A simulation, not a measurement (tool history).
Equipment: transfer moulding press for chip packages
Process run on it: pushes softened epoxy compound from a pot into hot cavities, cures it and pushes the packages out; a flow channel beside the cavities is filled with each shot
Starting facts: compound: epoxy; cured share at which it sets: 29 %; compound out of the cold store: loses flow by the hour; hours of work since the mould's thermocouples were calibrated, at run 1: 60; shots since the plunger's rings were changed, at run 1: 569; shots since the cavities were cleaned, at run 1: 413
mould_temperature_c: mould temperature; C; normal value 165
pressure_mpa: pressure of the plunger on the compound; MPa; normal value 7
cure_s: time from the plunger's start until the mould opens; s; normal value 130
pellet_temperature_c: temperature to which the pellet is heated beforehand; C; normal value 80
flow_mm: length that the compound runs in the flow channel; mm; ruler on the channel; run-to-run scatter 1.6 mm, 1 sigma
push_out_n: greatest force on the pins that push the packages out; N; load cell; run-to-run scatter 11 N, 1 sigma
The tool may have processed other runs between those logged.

run,hour,mould_temperature_c,pressure_mpa,cure_s,pellet_temperature_c,hours of work since the mould's thermocouples were calibrated,shots since the plunger's rings were changed,shots since the cavities were cleaned,incoming compound's hours out of the cold store,flow_mm,push_out_n
1,0,165,7,130,80,60,569,413,15.7,834,1022
# hour 22.9: cavities cleaned with cleaning compound and waxed
2,33.9,165,7,130,80,83,903,113,32.3,739,699
3,77.1,165,7,130,80,114,1347,557,23.8,780,1122
# hour 84.6: cavities cleaned with cleaning compound and waxed
4,102.4,165,7,130,80,131,1593,183,35.4,719,757
# hour 148.7: cavities cleaned with cleaning compound and waxed
5,148.7,165,7,130,80,162,2054,0,15.4,820,533
6,186.6,165,7,130,80,189,2444,390,16.8,807,983
# hour 197.5: plunger's sealing rings changed
# hour 215.5: cavities cleaned with cleaning compound and waxed
7,228.3,165,7,130,80,216,302,132,27.9,768,748
8,256.1,165,7,130,80,236,588,418,19.6,810,1016
# hour 279.1: cavities cleaned with cleaning compound and waxed
9,301.1,165,7,130,80,266,1036,227,20.7,804,899
# hour 343.2: cavities cleaned with cleaning compound and waxed
10,349.8,165,7,130,80,300,1523,69,15.7,825,677
# hour 355: mould's thermocouples calibrated
11,394.8,165,7,130,80,28,1965,511,45,671,1001
# hour 410.2: cavities cleaned with cleaning compound and waxed
12,435,165,7,130,84,56,2364,256,18.3,799,904
# hour 455.7: plunger's sealing rings changed
13,470.9,163,7,130,84,79,157,600,30.9,756,1130
# hour 475.8: cavities cleaned with cleaning compound and waxed
14,512,163,7,130,84,107,564,373,31.7,748,1036
# hour 540.8: cavities cleaned with cleaning compound and waxed
15,557.7,165,8.53,131,73,139,1020,174,46.9,737,731
16,587.1,165,7,130,88,159,1323,477,39.1,700,1037
# hour 604.4: cavities cleaned with cleaning compound and waxed
17,617.9,165,7,130,88,180,1624,139,10.2,851,771
18,659.9,166,7,130,89,210,2057,572,11.5,836,1068
# hour 669.4: cavities cleaned with cleaning compound and waxed
19,699.7,166,8.19,130,74,237,2451,311,35.7,765,847
# hour 711.9: plunger's sealing rings changed
20,730.1,162,7,159,89,257,188,599,36.8,732,991
# hour 735.3: cavities cleaned with cleaning compound and waxed
21,773,162,7,159,89,286,614,389,20.8,813,927
# hour 795.7: mould's thermocouples calibrated
# hour 799.1: cavities cleaned with cleaning compound and waxed
22,803.2,172,7,164,80,4,889,42,43.8,663,514
23,844.4,172,7,164,80,33,1313,466,21.6,772,908
# hour 863.3: cavities cleaned with cleaning compound and waxed
24,890.9,172,7.77,113,86,65,1777,285,15.2,844,844
25,910.2,162,7.77,113,72,79,1976,484,30,793,1504
# hour 925.4: cavities cleaned with cleaning compound and waxed
26,935.6,162,7.77,113,72,96,2222,105,10.1,910,1120

Predict each of these 4 candidate next runs independently; none follows another, all start after run 26:
# hour 968.6: plunger's sealing rings changed
A,973.8,165,7,117,80,121,54,473,36.6,?,?
# hour 968.6: plunger's sealing rings changed
B,973.8,164,7.77,113,72,121,54,473,33.2,?,?
# hour 968.6: plunger's sealing rings changed
C,973.8,159,7.77,115,77,121,54,473,22.5,?,?
# hour 968.6: plunger's sealing rings changed
D,973.8,158,7,160,78,121,54,473,13.9,?,?

run,flow_mm,push_out_n
A,724,1167
B,782,1241
C,862,1882
D,875,1115
With the hidden condition removed and each run's random variation left untouched, the same runs would have given:
run,flow_mm,push_out_n
A,727,572
B,785,605
C,865,912
D,878,547
